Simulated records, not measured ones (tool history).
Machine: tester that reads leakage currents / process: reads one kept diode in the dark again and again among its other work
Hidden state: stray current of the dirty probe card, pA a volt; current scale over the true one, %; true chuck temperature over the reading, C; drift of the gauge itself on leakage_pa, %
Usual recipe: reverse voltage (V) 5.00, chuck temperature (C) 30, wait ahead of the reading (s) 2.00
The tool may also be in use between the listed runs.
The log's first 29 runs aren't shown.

run    hour  reverse voltage (V)  chuck temperature (C)  wait ahead of the reading (s)  hours of work since the probe card was cleaned  hours of work since the tester was calibrated  hours of work since the chuck was calibrated  current that the tester gives (pA)
 30  3013.3                 1.81                     47                           2.00                                             202                                            832                                          2097                              978.02
 31  3115.3                 1.81                     47                           2.00                                             251                                            881                                          2146                              984.63
 32  3267.3                 3.10                     30                           0.82                                             324                                            954                                          2219                              310.27
 33  3419.4                10.73                     56                           2.78                                             396                                           1027                                          2291                             4195.89
 34  3556.5                 1.67                     30                           2.00                                             462                                           1092                                          2357                              240.24
 35  3627.2                 5.00                     44                           3.69                                             496                                           1126                                          2391                             1226.60
     3636.6  -- chuck's temperature calibrated
 36  3721.7                 5.00                     44                           3.69                                             540                                           1170                                            41                             1019.11
 37  3873.3                 5.00                     44                           3.69                                             613                                           1243                                           113                             1034.97
 38  3974.1                 5.00                     44                           3.69                                             661                                           1291                                           161                             1030.64
 39  4072.3                 5.00                     44                           3.69                                             708                                           1338                                           208                             1044.80
 40  4218.1                 5.00                     44                           3.69                                             777                                           1408                                           278                             1043.67

3 options for the next run, each taken on its own from the tool as it stands now. Forecast them:
  A  4324.0                 8.19                     44                           3.69                                             828                                           1458                                           329                                   ?
  B  4324.0                 5.00                     56                           2.00                                             828                                           1458                                           329                                   ?
  C  4324.0                 3.92                     32                           6.09                                             828                                           1458                                           329                                   ?

run  current that the tester gives (pA)
  A                             1292.75
  B                             2639.98
  C                              350.44
Without the tool's unlogged condition, the same runs would have read:
run  current that the tester gives (pA)
  A                             1239.58
  B                             2538.40
  C                              334.98
